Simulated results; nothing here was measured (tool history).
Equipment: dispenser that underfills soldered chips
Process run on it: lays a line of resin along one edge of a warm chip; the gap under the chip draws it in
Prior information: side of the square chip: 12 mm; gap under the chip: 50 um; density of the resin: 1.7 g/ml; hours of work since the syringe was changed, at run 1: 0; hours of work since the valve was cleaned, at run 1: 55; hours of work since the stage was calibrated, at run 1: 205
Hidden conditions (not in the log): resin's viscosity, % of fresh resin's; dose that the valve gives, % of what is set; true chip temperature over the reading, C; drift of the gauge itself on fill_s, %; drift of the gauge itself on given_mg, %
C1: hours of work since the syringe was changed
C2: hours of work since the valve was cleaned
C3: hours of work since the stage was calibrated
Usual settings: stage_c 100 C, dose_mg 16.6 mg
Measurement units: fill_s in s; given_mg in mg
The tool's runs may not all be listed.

run 1 day=0.000 | stage_c=100 dose_mg=16.6 | C1=0 C2=55 C3=205 | fill_s=163.6 given_mg=15.82
run 2 day=0.354 | stage_c=100 dose_mg=16.6 | C1=7 C2=61 C3=211 | fill_s=248.1 given_mg=15.78
-- day=0.550 new syringe of resin
run 3 day=0.679 | stage_c=100 dose_mg=16.6 | C1=2 C2=67 C3=217 | fill_s=183.0 given_mg=15.80
run 4 day=1.000 | stage_c=100 dose_mg=16.6 | C1=8 C2=73 C3=222 | fill_s=266.2 given_mg=15.59
-- day=1.117 new syringe of resin
run 5 day=1.358 | stage_c=100 dose_mg=21.2 | C1=4 C2=79 C3=229 | fill_s=201.4 given_mg=19.85
-- day=1.679 new syringe of resin
run 6 day=1.821 | stage_c=100 dose_mg=16.6 | C1=3 C2=87 C3=237 | fill_s=185.8 given_mg=15.35
run 7 day=2.058 | stage_c=109 dose_mg=16.6 | C1=7 C2=92 C3=241 | fill_s=172.2 given_mg=15.36
-- day=2.271 new syringe of resin
run 8 day=2.279 | stage_c=110 dose_mg=15.2 | C1=0 C2=95 C3=245 | fill_s=111.3 given_mg=13.88

Expected results for the next run?
run 9 day=2.646 | stage_c=110 dose_mg=15.2 | C1=7 C2=102 C3=252 | fill_s=? given_mg=?

{"run 9": {"fill_s": 170.5, "given_mg": 13.95}}
The same run, on a tool lacking any hidden state, would have yielded fill_s 109.8 s, given_mg 15.26 mg.
